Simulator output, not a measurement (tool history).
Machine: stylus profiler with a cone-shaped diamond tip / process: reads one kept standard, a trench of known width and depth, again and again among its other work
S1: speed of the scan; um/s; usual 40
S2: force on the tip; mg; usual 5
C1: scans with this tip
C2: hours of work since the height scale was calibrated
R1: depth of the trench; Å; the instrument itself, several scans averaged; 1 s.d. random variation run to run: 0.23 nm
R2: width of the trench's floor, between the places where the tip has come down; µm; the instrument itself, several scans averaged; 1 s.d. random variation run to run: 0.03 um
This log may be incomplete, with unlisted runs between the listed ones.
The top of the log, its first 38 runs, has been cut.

run,day,S1,S2,C1,C2,R1,R2
39,22.083,15,10.8,4718,359,10415.9,95.57
40,22.642,15,10.8,4837,368,10413.2,95.57
41,23.204,15,10.8,4956,378,10411,95.57
42,23.654,26,5,5052,385,10238.6,95.57
43,24.283,41,5.52,5185,395,10259.5,95.42
44,24.704,145,3.35,5275,402,10179.4,94.86
45,25.425,145,3.35,5428,413,10178.1,94.81
46,26.208,14,1.8,5595,426,10113.4,95.42
47,26.658,30,3.91,5690,433,10196.8,95.38

Consider 3 possible next runs. They are alternatives, not a sequence: every one starts from the tool as it was left by run 47. What does each give?
A,27.279,104,3.91,5822,443,?,?
B,27.279,19,11.98,5822,443,?,?
C,27.279,14,2.25,5822,443,?,?

run,R1,R2
A,10196.4,95.06
B,10441.4,95.39
C,10133.1,95.34
Had the tool no hidden state, the same runs would have come out as:
run,R1,R2
A,10211.5,96.13
B,10456.8,96.46
C,10148,96.41
